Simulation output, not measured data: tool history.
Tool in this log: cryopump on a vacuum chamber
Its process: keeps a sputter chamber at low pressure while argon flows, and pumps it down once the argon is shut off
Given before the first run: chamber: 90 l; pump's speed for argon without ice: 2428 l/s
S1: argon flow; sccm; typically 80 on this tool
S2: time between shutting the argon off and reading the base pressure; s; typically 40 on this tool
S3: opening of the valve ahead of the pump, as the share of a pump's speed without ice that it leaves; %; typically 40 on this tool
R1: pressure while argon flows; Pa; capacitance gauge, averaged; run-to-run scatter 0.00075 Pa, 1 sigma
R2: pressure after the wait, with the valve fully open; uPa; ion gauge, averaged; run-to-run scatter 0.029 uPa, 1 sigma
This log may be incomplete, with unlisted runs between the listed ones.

run,hour,S1,S2,S3,R1,R2
1,0,80,40,40,0.1456,2.73
2,26.6,80,40,40,0.1449,2.73
# hour 38.5: leaking fittings of the chamber tightened, without venting
3,54,80,40,27,0.2137,1.51
4,88.3,80,40,27,0.2133,1.44
5,110.3,80,40,40,0.1453,1.45
6,135.7,156,40,40,0.2854,1.44
7,159.9,156,40,40,0.2887,1.48
8,185.5,156,40,40,0.2902,1.53
9,213,156,40,40,0.29,1.48
# hour 235.6: pump warmed up, emptied and cooled again
10,255.9,80,72,40,0.1391,0.98
11,292,80,72,40,0.1423,0.91
12,329.3,80,72,40,0.1414,0.94
13,347,80,40,16,0.3491,1.54
14,385,80,40,16,0.3487,1.53
15,414,80,40,16,0.3505,1.57
16,451.7,80,40,16,0.3526,1.56
17,472.3,80,40,16,0.3531,1.51
18,504.7,80,40,16,0.353,1.63

Run 19 has not been measured yet. What should we expect?
19,521.2,52,22,40,?,?

Run 19 came out at R1 0.0933 Pa, R2 2.65 uPa.
Minus the tool's unlogged condition, the same run would have read R1 0.0903 Pa, R2 2.48 uPa.

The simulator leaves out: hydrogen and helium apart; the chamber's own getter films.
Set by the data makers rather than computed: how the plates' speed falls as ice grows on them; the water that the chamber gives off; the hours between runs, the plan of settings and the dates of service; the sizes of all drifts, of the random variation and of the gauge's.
